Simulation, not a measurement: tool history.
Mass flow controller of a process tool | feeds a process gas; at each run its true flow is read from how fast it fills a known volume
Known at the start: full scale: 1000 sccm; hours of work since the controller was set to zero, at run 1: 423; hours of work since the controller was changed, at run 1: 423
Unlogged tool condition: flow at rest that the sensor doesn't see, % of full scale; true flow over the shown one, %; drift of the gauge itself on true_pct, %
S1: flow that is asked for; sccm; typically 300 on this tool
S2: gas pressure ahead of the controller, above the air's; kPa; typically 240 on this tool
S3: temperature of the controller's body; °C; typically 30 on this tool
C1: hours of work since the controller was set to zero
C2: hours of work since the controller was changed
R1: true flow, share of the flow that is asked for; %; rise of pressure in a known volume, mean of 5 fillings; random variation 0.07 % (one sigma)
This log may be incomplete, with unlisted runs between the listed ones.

run,hour,S1,S2,S3,C1,C2,R1
1,0,300,240,30,423,423,96.84
2,467,286,240,30,785,785,96.46
3,816.6,300,240,30,1056,1056,96.34
4,1226.3,300,273,30,1373,1373,95.87
5,1588.8,112,240,30,1654,1654,93.96
6,1916.8,112,240,30,1908,1908,93.59
7,2452.8,112,240,30,2324,2324,92.91
8,2874.6,112,240,30,2651,2651,92.5
9,3436.7,300,240,30,3086,3086,94.95
10,3928.5,300,240,30,3467,3467,94.66
11,4300.2,300,240,30,3756,3756,94.56
12,4752.7,300,240,30,4106,4106,94.24
13,5315.2,300,240,30,4542,4542,93.92
# hour 5349.9: controller's zero set anew
14,5881.9,300,240,30,412,4981,95.95
15,6395.3,699,240,33,810,5379,96.47
16,6731.6,699,240,31,1071,5640,96.59
17,6998.6,226,218,40,1278,5846,93.86
18,7246.5,171,240,30,1470,6039,94.1
19,7488.1,300,140,37,1657,6226,94.86
20,7831.7,336,140,25,1923,6492,96.21
21,8081.1,336,140,25,2117,6685,96.15
22,8447.9,336,140,25,2401,6970,95.83
23,8756.9,515,240,30,2640,7209,95.35
24,9327.6,387,240,23,3083,7652,95.31
25,9851.3,111,240,30,3489,8057,90.45
26,10182.8,361,218,25,3746,8314,94.76
27,10594.5,361,218,25,4065,8633,94.52

4 ways to go on from here, each from the tool as it stands after run 27. What would each give?
A,10848.2,128,218,25,4261,8830,?
B,10848.2,361,171,25,4261,8830,?
C,10848.2,244,147,30,4261,8830,?
D,10848.2,716,170,20,4261,8830,?

run,R1
A,90.72
B,94.71
C,93.15
D,96.97
With no hidden state in the tool, these same runs would have given:
run,R1
A,97.63
B,98.58
C,97.82
D,100
